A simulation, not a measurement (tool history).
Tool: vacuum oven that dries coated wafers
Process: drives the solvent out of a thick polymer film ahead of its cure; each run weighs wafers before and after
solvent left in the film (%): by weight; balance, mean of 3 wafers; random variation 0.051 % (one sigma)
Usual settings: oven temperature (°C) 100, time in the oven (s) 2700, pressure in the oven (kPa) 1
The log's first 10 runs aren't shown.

run,hour,oven temperature (°C),time in the oven (s),pressure in the oven (kPa),hours of work since the thermocouples were calibrated,hours of work since the vacuum gauge was cleaned of residue,solvent left in the film (%)
11,499.1,100,2700,0.91,934,872,1.13
# hour 542.8: oven's thermocouples calibrated
12,546.7,100,2700,0.91,3,901,1.18
13,615,100,2700,0.91,47,945,1.08
14,655.4,100,2700,0.91,73,972,1.04
15,687.6,100,2700,0.91,94,992,1.18
16,726.9,100,2700,1,119,1018,1.16
17,799.3,97,4740,1.25,166,1065,1.06
18,860.3,89,3060,0.93,206,1104,2.79
19,906.9,91,2700,1,236,1135,2.79
20,964.4,91,2700,1,273,1172,2.81
21,1016.7,100,2040,0.81,307,1206,1.65
22,1070.5,93,2880,1.21,342,1241,2.37
23,1118.4,100,3720,3.79,373,1272,2.77
24,1179.8,105,1740,3.79,413,1311,2.9
25,1210.4,100,2100,1.52,433,1331,2.04
26,1251.4,100,1380,0.53,459,1358,2.92
27,1310.6,114,1860,1.42,498,1396,0.71
28,1346.6,114,1860,1.42,521,1419,0.73
29,1403,114,1860,1.42,557,1456,0.69
30,1474.5,114,1860,1.42,604,1502,0.66
31,1528.7,88,2700,2.68,639,1537,5.17
32,1592.4,89,3600,3.9,680,1579,5.02

Forecast each of these 3 alternatives for the next run:
A,1652.6,111,2700,3.16,719,1618,?
B,1652.6,102,1560,0.68,719,1618,?
C,1652.6,89,4260,3.9,719,1618,?

run,solvent left in the film (%)
A,1.5
B,1.98
C,4.68
Without the tool's hidden state the same runs would have given:
run,solvent left in the film (%)
A,1.49
B,1.96
C,4.66

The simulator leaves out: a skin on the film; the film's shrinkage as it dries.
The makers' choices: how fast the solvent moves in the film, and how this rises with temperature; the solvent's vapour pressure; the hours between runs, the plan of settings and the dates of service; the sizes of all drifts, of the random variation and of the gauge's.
